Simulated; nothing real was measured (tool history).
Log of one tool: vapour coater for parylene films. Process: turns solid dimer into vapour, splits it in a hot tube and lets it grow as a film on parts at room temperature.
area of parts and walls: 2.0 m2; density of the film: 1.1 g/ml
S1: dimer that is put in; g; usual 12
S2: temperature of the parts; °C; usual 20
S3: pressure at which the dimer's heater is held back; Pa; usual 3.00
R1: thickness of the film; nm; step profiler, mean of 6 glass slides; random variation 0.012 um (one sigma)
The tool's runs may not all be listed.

run 1 hour=0.0 | S1=12 S2=20 S3=3.00 | R1=4740
run 2 hour=26.1 | S1=21 S2=20 S3=3.00 | R1=8290
run 3 hour=56.9 | S1=21 S2=20 S3=3.00 | R1=8290
run 4 hour=76.0 | S1=21 S2=20 S3=3.00 | R1=8290
run 5 hour=98.0 | S1=12 S2=26 S3=3.00 | R1=3950
run 6 hour=118.0 | S1=10 S2=20 S3=3.00 | R1=3950
-- hour=127.6 trap's valve overhauled
run 7 hour=158.2 | S1=10 S2=20 S3=3.00 | R1=3950
run 8 hour=181.1 | S1=10 S2=20 S3=3.00 | R1=3970
run 9 hour=213.4 | S1=10 S2=20 S3=3.00 | R1=3950
run 10 hour=242.4 | S1=10 S2=20 S3=3.00 | R1=3960
run 11 hour=259.7 | S1=10 S2=20 S3=3.00 | R1=3950
run 12 hour=275.0 | S1=10 S2=29 S3=3.00 | R1=3030
run 13 hour=291.8 | S1=10 S2=29 S3=3.00 | R1=3030
run 14 hour=314.7 | S1=10 S2=29 S3=3.00 | R1=3000
run 15 hour=344.0 | S1=20 S2=20 S3=3.62 | R1=7660
run 16 hour=360.7 | S1=20 S2=20 S3=3.62 | R1=7650
run 17 hour=382.5 | S1=20 S2=20 S3=3.62 | R1=7620
run 18 hour=403.3 | S1=12 S2=16 S3=3.10 | R1=5360
run 19 hour=423.2 | S1=11 S2=16 S3=3.10 | R1=4860
run 20 hour=439.0 | S1=19 S2=16 S3=3.79 | R1=8090

5 ways to go on from here, each from the tool as it stands after run 20. What would each give?
run A hour=460.9 | S1=12 S2=27 S3=3.00 | R1=?
run B hour=460.9 | S1=19 S2=12 S3=2.83 | R1=?
run C hour=460.9 | S1=12 S2=20 S3=3.76 | R1=?
run D hour=460.9 | S1=19 S2=21 S3=6.82 | R1=?
run E hour=460.9 | S1=9 S2=27 S3=6.62 | R1=?

run=A R1=3840
run=B R1=8480
run=C R1=4550
run=D R1=6210
run=E R1=2470
Without the tool's hidden state the same runs would have given:
run=A R1=3840
run=B R1=8480
run=C R1=4550
run=D R1=6210
run=E R1=2470
